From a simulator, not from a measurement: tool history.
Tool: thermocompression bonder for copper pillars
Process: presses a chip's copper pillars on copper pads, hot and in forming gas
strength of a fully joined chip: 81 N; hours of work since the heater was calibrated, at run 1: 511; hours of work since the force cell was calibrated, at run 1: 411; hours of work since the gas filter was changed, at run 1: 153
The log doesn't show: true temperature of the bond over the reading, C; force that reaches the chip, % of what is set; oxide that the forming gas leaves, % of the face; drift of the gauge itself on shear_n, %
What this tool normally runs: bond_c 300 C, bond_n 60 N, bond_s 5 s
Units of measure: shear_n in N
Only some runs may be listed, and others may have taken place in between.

| run | hour | bond_c | bond_n | bond_s | hours of work since the heater was calibrated | hours of work since the force cell was calibrated | hours of work since the gas filter was changed | shear_n |
|---|---|---|---|---|---|---|---|---|
| 1 | 0.0 | 300 | 60 | 5 | 511 | 411 | 153 | 55.5 |
| 2 | 20.6 | 300 | 60 | 5 | 527 | 427 | 168 | 55.2 |
| 3 | 41.8 | 300 | 60 | 5 | 542 | 442 | 184 | 55.7 |
| 4 | 57.9 | 300 | 60 | 5 | 554 | 454 | 196 | 55.0 |
| 5 | 73.5 | 300 | 60 | 5 | 565 | 465 | 207 | 55.3 |
| 6 | 93.1 | 300 | 60 | 5 | 580 | 480 | 222 | 55.2 |
| 7 | 117.3 | 300 | 60 | 5 | 598 | 498 | 240 | 55.8 |
| 8 | 137.7 | 300 | 60 | 5 | 613 | 513 | 255 | 55.9 |
| 9 | 158.8 | 300 | 60 | 5 | 628 | 528 | 270 | 55.3 |
| 10 | 177.6 | 300 | 60 | 5 | 642 | 542 | 284 | 54.9 |
| 11 | 202.8 | 300 | 60 | 5 | 661 | 561 | 303 | 55.3 |
| 12 | 216.8 | 298 | 60 | 5 | 671 | 571 | 313 | 53.9 |
|  | 220.4 | heater calibrated with a thermocouple chip |
| 13 | 233.6 | 298 | 60 | 5 | 10 | 582 | 324 | 54.5 |
| 14 | 257.5 | 300 | 60 | 5 | 27 | 600 | 341 | 55.3 |
| 15 | 278.2 | 300 | 85 | 5 | 43 | 615 | 357 | 63.4 |
|  | 290.7 | heater calibrated with a thermocouple chip, once more |
| 16 | 293.8 | 297 | 60 | 5 | 2 | 625 | 367 | 51.0 |
|  | 300.4 | forming gas filter changed |
| 17 | 312.6 | 297 | 60 | 5 | 16 | 638 | 9 | 51.6 |
| 18 | 330.1 | 297 | 60 | 5 | 29 | 651 | 22 | 52.0 |
| 19 | 348.4 | 297 | 60 | 5 | 42 | 665 | 35 | 51.8 |
| 20 | 362.7 | 312 | 38 | 8 | 53 | 675 | 46 | 55.5 |
| 21 | 374.0 | 299 | 51 | 8 | 61 | 683 | 54 | 56.2 |
| 22 | 389.7 | 322 | 51 | 6 | 73 | 695 | 66 | 63.3 |
| 23 | 406.0 | 284 | 85 | 8 | 84 | 707 | 78 | 60.2 |
| 24 | 425.3 | 284 | 85 | 8 | 99 | 721 | 92 | 60.3 |
| 25 | 443.8 | 284 | 85 | 8 | 112 | 735 | 106 | 60.4 |
| 26 | 465.1 | 284 | 85 | 8 | 128 | 751 | 121 | 60.6 |
| 27 | 485.9 | 300 | 60 | 3 | 143 | 766 | 137 | 45.6 |
| 28 | 510.7 | 289 | 60 | 5 | 162 | 784 | 155 | 47.9 |
| 29 | 521.8 | 293 | 42 | 5 | 170 | 792 | 163 | 41.0 |
| 30 | 537.6 | 301 | 60 | 14 | 181 | 804 | 175 | 67.7 |
| 31 | 549.4 | 290 | 60 | 10 | 190 | 813 | 183 | 57.4 |
| 32 | 569.5 | 325 | 48 | 12 | 205 | 828 | 198 | 70.2 |
| 33 | 582.5 | 325 | 48 | 12 | 215 | 837 | 208 | 70.6 |
| 34 | 595.2 | 290 | 48 | 6 | 224 | 846 | 217 | 45.2 |
| 35 | 616.9 | 290 | 76 | 3 | 240 | 862 | 233 | 45.7 |
| 36 | 628.8 | 290 | 76 | 3 | 249 | 871 | 242 | 46.1 |
| 37 | 641.9 | 301 | 52 | 10 | 258 | 881 | 252 | 59.2 |
| 38 | 661.1 | 319 | 47 | 7 | 272 | 895 | 266 | 61.1 |

A few steps of shear_n between consecutive runs. Split each: what settings, incoming material and random variation would produce without the hidden state, and what is left over for the hidden state, along with gauge scatter present in only one of the two compared results (measured, and without hidden state):
Run 14 -> 15: bond_n 60 -> 85. shear_n +8.1 N: hidden state -0.6, all else +8.7.
Run 15 -> 16: bond_c 300 -> 297, bond_n 85 -> 60, heater calibrated with a thermocouple chip, once more. shear_n -12.4 N: hidden state -2.9, all else -9.5.
Run 16 -> 17: forming gas filter changed. shear_n +0.6 N: hidden state +1.9, all else -1.3.
Run 26 -> 27: bond_c 284 -> 300, bond_n 85 -> 60, bond_s 8 -> 3. shear_n -15.0 N: hidden state +0.1, all else -15.1.
Run 29 -> 30: bond_c 293 -> 301, bond_n 42 -> 60, bond_s 5 -> 14. shear_n +26.7 N: hidden state -0.3, all else +27.0.
Run 33 -> 34: bond_c 325 -> 290, bond_s 12 -> 6. shear_n -25.4 N: hidden state +0.2, all else -25.6.

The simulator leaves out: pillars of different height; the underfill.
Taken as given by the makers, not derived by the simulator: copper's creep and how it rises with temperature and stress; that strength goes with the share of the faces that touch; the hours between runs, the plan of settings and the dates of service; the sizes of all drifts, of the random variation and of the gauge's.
